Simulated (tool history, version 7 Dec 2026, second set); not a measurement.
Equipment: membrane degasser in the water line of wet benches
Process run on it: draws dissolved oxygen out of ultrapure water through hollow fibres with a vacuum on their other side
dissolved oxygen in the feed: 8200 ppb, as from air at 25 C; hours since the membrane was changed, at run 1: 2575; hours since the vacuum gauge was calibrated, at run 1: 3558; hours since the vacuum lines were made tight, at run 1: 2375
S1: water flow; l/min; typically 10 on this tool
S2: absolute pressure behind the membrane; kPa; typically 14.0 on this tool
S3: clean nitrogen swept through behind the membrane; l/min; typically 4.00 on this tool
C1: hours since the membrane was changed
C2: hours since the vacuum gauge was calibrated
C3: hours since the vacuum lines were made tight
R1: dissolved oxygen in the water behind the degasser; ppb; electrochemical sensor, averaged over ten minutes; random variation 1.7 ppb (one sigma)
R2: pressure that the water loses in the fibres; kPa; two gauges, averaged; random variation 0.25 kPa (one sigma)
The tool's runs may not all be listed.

run 1 hour=0.0 | S1=10 S2=14.0 S3=4.00 | C1=2575 C2=3558 C3=2375 | R1=173.5 R2=69.33
run 2 hour=88.4 | S1=10 S2=16.9 S3=4.00 | C1=2663 C2=3646 C3=2463 | R1=193.4 R2=69.71
run 3 hour=177.8 | S1=10 S2=16.9 S3=4.00 | C1=2753 C2=3735 C3=2553 | R1=193.7 R2=69.56
run 4 hour=307.1 | S1=10 S2=14.0 S3=4.00 | C1=2882 C2=3865 C3=2682 | R1=175.6 R2=69.48
run 5 hour=400.5 | S1=10 S2=14.0 S3=4.00 | C1=2975 C2=3958 C3=2775 | R1=178.3 R2=69.53
-- hour=519.1 vacuum gauge calibrated
run 6 hour=532.1 | S1=10 S2=25.3 S3=4.00 | C1=3106 C2=13 C3=2907 | R1=247.3 R2=69.67
run 7 hour=673.0 | S1=10 S2=25.3 S3=4.00 | C1=3247 C2=154 C3=3048 | R1=246.2 R2=69.34
run 8 hour=758.7 | S1=10 S2=25.3 S3=4.00 | C1=3333 C2=240 C3=3133 | R1=248.9 R2=69.73
run 9 hour=850.5 | S1=10 S2=14.0 S3=4.00 | C1=3425 C2=331 C3=3225 | R1=178.1 R2=69.85
run 10 hour=915.0 | S1=10 S2=14.0 S3=4.00 | C1=3489 C2=396 C3=3290 | R1=177.8 R2=69.70
run 11 hour=983.2 | S1=10 S2=14.0 S3=4.00 | C1=3558 C2=464 C3=3358 | R1=179.0 R2=69.44
run 12 hour=1102.4 | S1=12 S2=14.0 S3=4.00 | C1=3677 C2=583 C3=3477 | R1=267.4 R2=83.21
run 13 hour=1183.0 | S1=12 S2=14.0 S3=4.00 | C1=3757 C2=664 C3=3558 | R1=265.7 R2=83.68
run 14 hour=1296.2 | S1=12 S2=14.0 S3=4.00 | C1=3870 C2=777 C3=3671 | R1=273.5 R2=83.97
run 15 hour=1410.2 | S1=10 S2=26.4 S3=4.00 | C1=3985 C2=891 C3=3785 | R1=256.5 R2=69.79
run 16 hour=1506.0 | S1=10 S2=14.0 S3=1.62 | C1=4080 C2=987 C3=3880 | R1=273.6 R2=69.80
run 17 hour=1634.4 | S1=10 S2=14.0 S3=1.62 | C1=4209 C2=1115 C3=4009 | R1=274.9 R2=70.03
run 18 hour=1768.3 | S1=10 S2=14.0 S3=1.62 | C1=4343 C2=1249 C3=4143 | R1=272.3 R2=70.11
run 19 hour=1904.4 | S1=10 S2=14.0 S3=1.62 | C1=4479 C2=1385 C3=4279 | R1=279.5 R2=70.80
run 20 hour=1985.2 | S1=10 S2=14.0 S3=1.62 | C1=4560 C2=1466 C3=4360 | R1=280.8 R2=70.54
run 21 hour=2045.9 | S1=8 S2=10.8 S3=4.22 | C1=4620 C2=1527 C3=4420 | R1=91.1 R2=56.33
-- hour=2081.5 seals of the vacuum lines changed
run 22 hour=2150.0 | S1=8 S2=10.8 S3=4.22 | C1=4722 C2=1629 C3=69 | R1=89.8 R2=56.19
run 23 hour=2269.1 | S1=8 S2=10.8 S3=4.22 | C1=4841 C2=1748 C3=188 | R1=88.8 R2=56.50
run 24 hour=2343.9 | S1=15 S2=10.8 S3=4.22 | C1=4916 C2=1823 C3=262 | R1=413.2 R2=105.23
run 25 hour=2437.7 | S1=15 S2=10.8 S3=4.22 | C1=5010 C2=1917 C3=356 | R1=412.5 R2=105.26
run 26 hour=2565.6 | S1=16 S2=26.0 S3=3.36 | C1=5138 C2=2045 C3=484 | R1=642.4 R2=112.91
run 27 hour=2695.1 | S1=16 S2=28.3 S3=3.36 | C1=5267 C2=2174 C3=614 | R1=664.4 R2=112.61

Here are 5 independent what-if runs from the current tool condition. What would each one return?
run A hour=2772.7 | S1=9 S2=28.3 S3=3.21 | C1=5345 C2=2252 C3=691 | R1=? R2=?
run B hour=2772.7 | S1=11 S2=28.2 S3=5.28 | C1=5345 C2=2252 C3=691 | R1=? R2=?
run C hour=2772.7 | S1=12 S2=14.0 S3=4.00 | C1=5345 C2=2252 C3=691 | R1=? R2=?
run D hour=2772.7 | S1=10 S2=20.2 S3=4.00 | C1=5345 C2=2252 C3=691 | R1=? R2=?
run E hour=2772.7 | S1=9 S2=29.6 S3=3.36 | C1=5345 C2=2252 C3=691 | R1=? R2=?

run=A R1=251.5 R2=63.84
run=B R1=277.4 R2=77.53
run=C R1=277.0 R2=85.20
run=D R1=221.7 R2=70.44
run=E R1=253.9 R2=63.88
Without the tool's unlogged condition, the same runs would have read:
run=A R1=236.8 R2=61.61
run=B R1=255.7 R2=74.81
run=C R1=250.9 R2=82.22
run=D R1=203.6 R2=67.97
run=E R1=239.1 R2=61.64
